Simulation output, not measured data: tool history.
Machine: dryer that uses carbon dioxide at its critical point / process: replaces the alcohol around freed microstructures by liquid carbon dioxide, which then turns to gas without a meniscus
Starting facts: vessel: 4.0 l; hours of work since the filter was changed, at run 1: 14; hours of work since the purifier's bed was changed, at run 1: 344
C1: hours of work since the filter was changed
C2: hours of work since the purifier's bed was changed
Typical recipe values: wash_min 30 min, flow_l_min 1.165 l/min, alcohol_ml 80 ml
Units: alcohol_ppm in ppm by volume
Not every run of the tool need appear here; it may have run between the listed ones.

{"run": 1, "hour": 0.0, "wash_min": 30, "flow_l_min": 1.165, "alcohol_ml": 80, "C1": 14, "C2": 344, "alcohol_ppm": 95}
{"run": 2, "hour": 45.7, "wash_min": 30, "flow_l_min": 1.84, "alcohol_ml": 80, "C1": 43, "C2": 372, "alcohol_ppm": 88}
{"run": 3, "hour": 80.3, "wash_min": 30, "flow_l_min": 1.91, "alcohol_ml": 80, "C1": 64, "C2": 394, "alcohol_ppm": 86}
{"run": 4, "hour": 127.6, "wash_min": 30, "flow_l_min": 1.165, "alcohol_ml": 80, "C1": 94, "C2": 424, "alcohol_ppm": 118}
{"run": 5, "hour": 170.3, "wash_min": 28, "flow_l_min": 1.165, "alcohol_ml": 80, "C1": 121, "C2": 450, "alcohol_ppm": 129}
{"run": 6, "hour": 204.1, "wash_min": 30, "flow_l_min": 1.165, "alcohol_ml": 53, "C1": 142, "C2": 472, "alcohol_ppm": 113}
{"run": 7, "hour": 254.2, "wash_min": 30, "flow_l_min": 1.165, "alcohol_ml": 53, "C1": 173, "C2": 503, "alcohol_ppm": 130}
{"run": 8, "hour": 306.5, "wash_min": 30, "flow_l_min": 1.165, "alcohol_ml": 80, "C1": 206, "C2": 536, "alcohol_ppm": 149}
{"run": 9, "hour": 328.6, "wash_min": 30, "flow_l_min": 1.165, "alcohol_ml": 80, "C1": 220, "C2": 550, "alcohol_ppm": 154}
{"run": 10, "hour": 355.7, "wash_min": 30, "flow_l_min": 1.165, "alcohol_ml": 42, "C1": 237, "C2": 567, "alcohol_ppm": 139}
{"run": 11, "hour": 388.4, "wash_min": 30, "flow_l_min": 1.165, "alcohol_ml": 80, "C1": 257, "C2": 587, "alcohol_ppm": 153}
{"run": 12, "hour": 413.5, "wash_min": 30, "flow_l_min": 1.165, "alcohol_ml": 80, "C1": 273, "C2": 603, "alcohol_ppm": 176}
{"run": 13, "hour": 450.1, "wash_min": 30, "flow_l_min": 1.165, "alcohol_ml": 80, "C1": 296, "C2": 626, "alcohol_ppm": 149}
{"run": 14, "hour": 474.9, "wash_min": 30, "flow_l_min": 1.165, "alcohol_ml": 80, "C1": 312, "C2": 641, "alcohol_ppm": 164}
{"run": 15, "hour": 507.0, "wash_min": 30, "flow_l_min": 1.165, "alcohol_ml": 80, "C1": 332, "C2": 661, "alcohol_ppm": 175}
{"run": 16, "hour": 532.3, "wash_min": 30, "flow_l_min": 1.165, "alcohol_ml": 80, "C1": 348, "C2": 677, "alcohol_ppm": 184}
{"run": 17, "hour": 556.1, "wash_min": 30, "flow_l_min": 1.165, "alcohol_ml": 80, "C1": 363, "C2": 692, "alcohol_ppm": 165}
{"run": 18, "hour": 589.5, "wash_min": 44, "flow_l_min": 1.165, "alcohol_ml": 80, "C1": 383, "C2": 713, "alcohol_ppm": 161}
{"run": 19, "hour": 620.0, "wash_min": 30, "flow_l_min": 1.165, "alcohol_ml": 22, "C1": 403, "C2": 732, "alcohol_ppm": 168}
{"run": 20, "hour": 659.9, "wash_min": 30, "flow_l_min": 1.165, "alcohol_ml": 22, "C1": 428, "C2": 757, "alcohol_ppm": 184}
{"run": 21, "hour": 694.4, "wash_min": 30, "flow_l_min": 1.165, "alcohol_ml": 22, "C1": 449, "C2": 779, "alcohol_ppm": 178}
{"hour": 740.4, "done": "inlet filter changed"}
{"run": 22, "hour": 748.5, "wash_min": 30, "flow_l_min": 1.165, "alcohol_ml": 80, "C1": 5, "C2": 812, "alcohol_ppm": 193}
{"run": 23, "hour": 801.3, "wash_min": 30, "flow_l_min": 1.165, "alcohol_ml": 80, "C1": 38, "C2": 845, "alcohol_ppm": 196}
{"run": 24, "hour": 846.9, "wash_min": 30, "flow_l_min": 1.165, "alcohol_ml": 80, "C1": 67, "C2": 874, "alcohol_ppm": 201}

Run 25 has not been measured yet. What should we expect?
{"run": 25, "hour": 873.5, "wash_min": 30, "flow_l_min": 1.04, "alcohol_ml": 67, "C1": 83, "C2": 890, "alcohol_ppm": "?"}

Run 25 yielded alcohol_ppm 230 ppm by volume.
On a tool with no hidden condition, and with the same random variation, this run would have come out at alcohol_ppm 32 ppm by volume.
